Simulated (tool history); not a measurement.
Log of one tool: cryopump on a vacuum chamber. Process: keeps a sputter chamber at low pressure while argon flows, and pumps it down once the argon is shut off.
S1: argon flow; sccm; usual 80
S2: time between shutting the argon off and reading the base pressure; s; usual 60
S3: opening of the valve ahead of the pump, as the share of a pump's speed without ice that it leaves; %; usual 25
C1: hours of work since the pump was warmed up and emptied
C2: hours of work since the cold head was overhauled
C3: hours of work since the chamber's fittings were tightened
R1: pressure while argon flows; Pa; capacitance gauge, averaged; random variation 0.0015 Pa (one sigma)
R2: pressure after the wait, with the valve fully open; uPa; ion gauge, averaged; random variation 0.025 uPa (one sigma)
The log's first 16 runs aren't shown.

{"run": 17, "hour": 199.4, "S1": 80, "S2": 145, "S3": 25, "C1": 260, "C2": 260, "C3": 202, "R1": 0.4355, "R2": 0.89}
{"run": 18, "hour": 214.4, "S1": 143, "S2": 52, "S3": 29, "C1": 268, "C2": 268, "C3": 209, "R1": 0.6747, "R2": 1.81}
{"run": 19, "hour": 221.6, "S1": 37, "S2": 236, "S3": 24, "C1": 272, "C2": 272, "C3": 213, "R1": 0.2086, "R2": 0.69}
{"run": 20, "hour": 233.6, "S1": 37, "S2": 236, "S3": 24, "C1": 278, "C2": 278, "C3": 219, "R1": 0.2087, "R2": 0.69}
{"run": 21, "hour": 245.3, "S1": 147, "S2": 32, "S3": 26, "C1": 284, "C2": 284, "C3": 226, "R1": 0.776, "R2": 2.78}
{"run": 22, "hour": 259.2, "S1": 147, "S2": 32, "S3": 26, "C1": 292, "C2": 292, "C3": 233, "R1": 0.7683, "R2": 2.79}
{"run": 23, "hour": 273.5, "S1": 85, "S2": 292, "S3": 21, "C1": 299, "C2": 299, "C3": 240, "R1": 0.5458, "R2": 0.63}
{"run": 24, "hour": 287.2, "S1": 41, "S2": 153, "S3": 59, "C1": 306, "C2": 306, "C3": 247, "R1": 0.0986, "R2": 0.86}
{"run": 25, "hour": 302.9, "S1": 41, "S2": 153, "S3": 59, "C1": 314, "C2": 314, "C3": 255, "R1": 0.0988, "R2": 0.86}
{"run": 26, "hour": 311.4, "S1": 134, "S2": 70, "S3": 28, "C1": 319, "C2": 319, "C3": 260, "R1": 0.6579, "R2": 1.44}
{"run": 27, "hour": 318.6, "S1": 98, "S2": 28, "S3": 17, "C1": 322, "C2": 322, "C3": 264, "R1": 0.7837, "R2": 3.12}
{"run": 28, "hour": 331.9, "S1": 121, "S2": 20, "S3": 34, "C1": 329, "C2": 329, "C3": 270, "R1": 0.4954, "R2": 4.22}
{"run": 29, "hour": 344.9, "S1": 56, "S2": 31, "S3": 56, "C1": 336, "C2": 336, "C3": 277, "R1": 0.1425, "R2": 2.86}
{"run": 30, "hour": 354.3, "S1": 56, "S2": 31, "S3": 56, "C1": 341, "C2": 341, "C3": 282, "R1": 0.143, "R2": 2.87}
{"run": 31, "hour": 365.5, "S1": 56, "S2": 31, "S3": 56, "C1": 347, "C2": 347, "C3": 288, "R1": 0.1435, "R2": 2.97}
{"run": 32, "hour": 375.2, "S1": 105, "S2": 81, "S3": 56, "C1": 352, "C2": 352, "C3": 293, "R1": 0.2665, "R2": 1.39}
{"run": 33, "hour": 385.4, "S1": 105, "S2": 210, "S3": 20, "C1": 357, "C2": 357, "C3": 298, "R1": 0.7166, "R2": 0.77}
{"run": 34, "hour": 393.0, "S1": 53, "S2": 186, "S3": 26, "C1": 361, "C2": 361, "C3": 302, "R1": 0.2811, "R2": 0.81}

4 ways to go on from here, each from the tool as it stands after run 34. What would each give?
{"run": "A", "hour": 403.7, "S1": 80, "S2": 127, "S3": 50, "C1": 367, "C2": 367, "C3": 308, "R1": "?", "R2": "?"}
{"run": "B", "hour": 403.7, "S1": 108, "S2": 186, "S3": 39, "C1": 367, "C2": 367, "C3": 308, "R1": "?", "R2": "?"}
{"run": "C", "hour": 403.7, "S1": 154, "S2": 24, "S3": 25, "C1": 367, "C2": 367, "C3": 308, "R1": "?", "R2": "?"}
{"run": "D", "hour": 403.7, "S1": 65, "S2": 186, "S3": 26, "C1": 367, "C2": 367, "C3": 308, "R1": "?", "R2": "?"}

run=A R1=0.2277 R2=1
run=B R1=0.3878 R2=0.78
run=C R1=0.8462 R2=3.66
run=D R1=0.3417 R2=0.79
Without the tool's hidden state the same runs would have given:
run=A R1=0.2127 R2=0.84
run=B R1=0.3676 R2=0.63
run=C R1=0.8174 R2=3.51
run=D R1=0.3296 R2=0.63
